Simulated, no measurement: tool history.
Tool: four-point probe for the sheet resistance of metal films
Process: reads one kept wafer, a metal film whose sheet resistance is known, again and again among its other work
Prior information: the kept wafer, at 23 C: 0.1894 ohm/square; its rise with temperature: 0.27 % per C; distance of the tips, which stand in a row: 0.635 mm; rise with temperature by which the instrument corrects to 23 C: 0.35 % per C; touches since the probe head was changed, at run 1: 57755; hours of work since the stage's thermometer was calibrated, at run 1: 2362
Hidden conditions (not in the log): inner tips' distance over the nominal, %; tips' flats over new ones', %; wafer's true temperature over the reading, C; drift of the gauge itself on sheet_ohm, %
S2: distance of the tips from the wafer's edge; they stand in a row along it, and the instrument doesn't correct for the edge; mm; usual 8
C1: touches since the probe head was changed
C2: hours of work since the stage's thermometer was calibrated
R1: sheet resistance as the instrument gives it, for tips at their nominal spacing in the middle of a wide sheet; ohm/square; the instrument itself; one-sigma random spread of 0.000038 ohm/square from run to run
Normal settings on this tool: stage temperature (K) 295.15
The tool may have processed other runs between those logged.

{"run": 1, "hour": 0.0, "stage temperature (K)": 295.15, "S2": 8, "C1": 57755, "C2": 2362, "R1": 0.190251}
{"run": 2, "hour": 66.2, "stage temperature (K)": 295.15, "S2": 8, "C1": 59135, "C2": 2395, "R1": 0.19019}
{"run": 3, "hour": 96.5, "stage temperature (K)": 295.15, "S2": 8, "C1": 59766, "C2": 2410, "R1": 0.19019}
{"run": 4, "hour": 146.3, "stage temperature (K)": 295.15, "S2": 8, "C1": 60804, "C2": 2435, "R1": 0.190192}
{"run": 5, "hour": 179.0, "stage temperature (K)": 295.15, "S2": 8, "C1": 61485, "C2": 2451, "R1": 0.190217}
{"hour": 191.1, "done": "stage's thermometer calibrated"}
{"run": 6, "hour": 237.4, "stage temperature (K)": 295.15, "S2": 8, "C1": 62692, "C2": 23, "R1": 0.190229}
{"run": 7, "hour": 299.3, "stage temperature (K)": 294.15, "S2": 8, "C1": 63982, "C2": 54, "R1": 0.190396}
{"run": 8, "hour": 359.4, "stage temperature (K)": 306.15, "S2": 9, "C1": 65234, "C2": 84, "R1": 0.188337}
{"run": 9, "hour": 417.9, "stage temperature (K)": 297.15, "S2": 8, "C1": 66453, "C2": 113, "R1": 0.189953}
{"run": 10, "hour": 488.3, "stage temperature (K)": 302.15, "S2": 63, "C1": 67921, "C2": 148, "R1": 0.188542}
{"run": 11, "hour": 519.5, "stage temperature (K)": 302.15, "S2": 63, "C1": 68570, "C2": 163, "R1": 0.188541}
{"run": 12, "hour": 581.4, "stage temperature (K)": 302.15, "S2": 63, "C1": 69861, "C2": 194, "R1": 0.18852}
{"run": 13, "hour": 648.7, "stage temperature (K)": 302.15, "S2": 63, "C1": 71263, "C2": 228, "R1": 0.188472}
{"run": 14, "hour": 699.4, "stage temperature (K)": 294.15, "S2": 26, "C1": 72321, "C2": 253, "R1": 0.189814}

What if the next run were any one of these 4? Each begins from the tool's condition after run 14:
{"run": "A", "hour": 752.2, "stage temperature (K)": 301.15, "S2": 7, "C1": 73421, "C2": 279, "R1": "?"}
{"run": "B", "hour": 752.2, "stage temperature (K)": 298.15, "S2": 6, "C1": 73421, "C2": 279, "R1": "?"}
{"run": "C", "hour": 752.2, "stage temperature (K)": 299.15, "S2": 11, "C1": 73421, "C2": 279, "R1": "?"}
{"run": "D", "hour": 752.2, "stage temperature (K)": 305.15, "S2": 55, "C1": 73421, "C2": 279, "R1": "?"}

run=A R1=0.189503
run=B R1=0.190230
run=C R1=0.189265
run=D R1=0.188108
The same runs, with their run-to-run variation unchanged, on a tool lacking any hidden condition would have given:
run=A R1=0.189498
run=B R1=0.190225
run=C R1=0.189261
run=D R1=0.188103
